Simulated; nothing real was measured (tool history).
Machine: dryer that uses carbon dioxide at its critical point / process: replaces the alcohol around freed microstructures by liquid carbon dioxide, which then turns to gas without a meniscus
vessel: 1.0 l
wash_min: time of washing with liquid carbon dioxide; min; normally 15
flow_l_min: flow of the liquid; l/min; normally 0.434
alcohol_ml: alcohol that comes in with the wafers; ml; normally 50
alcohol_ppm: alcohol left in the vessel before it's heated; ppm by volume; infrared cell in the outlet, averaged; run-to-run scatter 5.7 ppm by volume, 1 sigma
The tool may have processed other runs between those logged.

run 1 hour=0 | wash_min=15 flow_l_min=0.434 alcohol_ml=50 | alcohol_ppm=257
run 2 hour=8.5 | wash_min=10 flow_l_min=0.434 alcohol_ml=50 | alcohol_ppm=1477
run 3 hour=15.4 | wash_min=10 flow_l_min=0.434 alcohol_ml=50 | alcohol_ppm=1458
run 4 hour=22.6 | wash_min=15 flow_l_min=0.434 alcohol_ml=59 | alcohol_ppm=294
run 5 hour=29.1 | wash_min=15 flow_l_min=0.434 alcohol_ml=59 | alcohol_ppm=301
run 6 hour=42.7 | wash_min=15 flow_l_min=0.434 alcohol_ml=59 | alcohol_ppm=299
run 7 hour=55.5 | wash_min=19 flow_l_min=0.434 alcohol_ml=50 | alcohol_ppm=68
run 8 hour=64.6 | wash_min=19 flow_l_min=0.434 alcohol_ml=50 | alcohol_ppm=73
run 9 hour=75.6 | wash_min=19 flow_l_min=0.538 alcohol_ml=50 | alcohol_ppm=21
run 10 hour=83.8 | wash_min=13 flow_l_min=0.538 alcohol_ml=50 | alcohol_ppm=172
run 11 hour=91.4 | wash_min=13 flow_l_min=0.394 alcohol_ml=50 | alcohol_ppm=829
run 12 hour=97 | wash_min=9 flow_l_min=0.443 alcohol_ml=50 | alcohol_ppm=1982
run 13 hour=110.5 | wash_min=9 flow_l_min=0.443 alcohol_ml=50 | alcohol_ppm=2015
run 14 hour=123.1 | wash_min=9 flow_l_min=0.443 alcohol_ml=50 | alcohol_ppm=2025

What if the next run were any one of these 5? Each begins from the tool's condition after run 14:
run A hour=128.9 | wash_min=18 flow_l_min=0.374 alcohol_ml=44 | alcohol_ppm=?
run B hour=128.9 | wash_min=15 flow_l_min=0.611 alcohol_ml=41 | alcohol_ppm=?
run C hour=128.9 | wash_min=15 flow_l_min=0.434 alcohol_ml=21 | alcohol_ppm=?
run D hour=128.9 | wash_min=16 flow_l_min=0.631 alcohol_ml=50 | alcohol_ppm=?
run E hour=128.9 | wash_min=15 flow_l_min=0.272 alcohol_ml=50 | alcohol_ppm=?

run=A alcohol_ppm=206
run=B alcohol_ppm=40
run=C alcohol_ppm=120
run=D alcohol_ppm=25
run=E alcohol_ppm=2090
Take away the tool's hidden state, keep each run's random variation, and the runs would have read:
run=A alcohol_ppm=135
run=B alcohol_ppm=23
run=C alcohol_ppm=77
run=D alcohol_ppm=12
run=E alcohol_ppm=1647

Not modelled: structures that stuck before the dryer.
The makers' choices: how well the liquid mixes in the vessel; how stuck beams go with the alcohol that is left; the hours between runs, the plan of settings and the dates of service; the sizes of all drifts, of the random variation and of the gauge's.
